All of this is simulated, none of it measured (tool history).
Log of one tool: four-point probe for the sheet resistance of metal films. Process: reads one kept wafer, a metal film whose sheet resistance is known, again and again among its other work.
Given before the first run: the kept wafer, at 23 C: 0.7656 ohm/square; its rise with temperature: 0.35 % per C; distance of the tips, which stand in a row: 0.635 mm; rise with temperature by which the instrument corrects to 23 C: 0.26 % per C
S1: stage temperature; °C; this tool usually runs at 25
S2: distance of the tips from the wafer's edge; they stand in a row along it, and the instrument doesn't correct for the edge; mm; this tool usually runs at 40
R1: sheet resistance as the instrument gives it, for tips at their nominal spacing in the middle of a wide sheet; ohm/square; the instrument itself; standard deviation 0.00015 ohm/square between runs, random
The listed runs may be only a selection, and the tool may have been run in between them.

run	hour	S1	S2	R1
1	0	25	40	0.768449
2	25.6	25	40	0.768381
3	41.8	25	40	0.768544
4	61.1	25	40	0.768235
5	80.4	25	40	0.768334
6	104.6	25	40	0.768515
7	138.1	25	40	0.768589
8	171.6	29	40	0.771012
9	190.5	29	40	0.770687
10	209.1	29	40	0.771019
# hour 212.2: stage's thermometer calibrated
11	244.9	29	40	0.770795
12	266	25	40	0.767963
13	301.1	25	40	0.768143
# hour 303.5: stage's thermometer calibrated, once more
14	317.9	21	25	0.765924
15	346.2	28	45	0.770305
16	370.6	25	8	0.771126
17	398.1	23	8	0.769524
18	428	18	15	0.764297
19	446.8	23	40	0.766764
20	467	23	46	0.766965
21	489.1	23	65	0.766694
22	510.8	19	5	0.771026
23	527.8	31	26	0.772217
24	564.6	27	23	0.769885
25	585.5	29	20	0.77119
26	607.6	20	12	0.765753

Predict each of these 4 candidate next runs independently; none follows another, all start after run 26:
A	629.3	33	33	?
B	629.3	28	54	?
C	629.3	20	5	?
D	629.3	25	40	?

run	R1
A	0.773641
B	0.770053
C	0.771348
D	0.768261
The same runs, with their run-to-run variation unchanged, on a tool lacking any hidden condition would have given:
run	R1
A	0.772451
B	0.768876
C	0.77018
D	0.76709
